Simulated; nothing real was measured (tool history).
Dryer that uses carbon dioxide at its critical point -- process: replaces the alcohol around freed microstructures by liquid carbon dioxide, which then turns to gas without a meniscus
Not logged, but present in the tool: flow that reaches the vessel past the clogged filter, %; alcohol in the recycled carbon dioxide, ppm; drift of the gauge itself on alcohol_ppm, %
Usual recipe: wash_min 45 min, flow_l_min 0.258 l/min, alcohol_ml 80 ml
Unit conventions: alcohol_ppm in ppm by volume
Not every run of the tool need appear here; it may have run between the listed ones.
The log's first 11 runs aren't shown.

run   hour  wash_min  flow_l_min  alcohol_ml  hours of work since the filter was changed  hours of work since the purifier's bed was changed  alcohol_ppm
 12  127.3        45       0.258          80                                         242                                                 555          572
 13  139.4        45       0.258          80                                         250                                                 563          589
 14  148.9        45       0.258          80                                         257                                                 570          616
 15  160.8        45       0.165          80                                         266                                                 579         2449
 16  171.8        45       0.229          80                                         274                                                 587          909
 17  184.3        45       0.229          80                                         283                                                 596          929
 18    200        45       0.229          80                                         294                                                 607          945
 19  211.6        45       0.229          80                                         302                                                 615          933
 20  229.1        45       0.229          80                                         315                                                 628          987
 21  244.8        45       0.258          80                                         326                                                 639          678
 22  262.5        45       0.258          80                                         339                                                 652          695
 23  272.9        45       0.258          80                                         347                                                 660          696
 24  289.4        29       0.258          80                                         359                                                 671         2628
 25  307.7        60       0.258          42                                         372                                                 685          263
 26  319.4        70       0.177          80                                         380                                                 693          628
 27  327.1        53       0.174          47                                         386                                                 699         1008
 28  334.8        53       0.174          47                                         391                                                 704         1022
 29  347.1        43       0.408          27                                         400                                                 713          229
     365.2  -- inlet filter changed
 30  365.2        71       0.366          80                                           0                                                 725          217

The next listed run, before its measurement:
 31  379.4        71       0.366          80                                          10                                                 736            ?

alcohol_ppm: 217 ppm by volume
With the hidden condition absent and the run-to-run variation left alone, this run would have shown alcohol_ppm 2 ppm by volume.
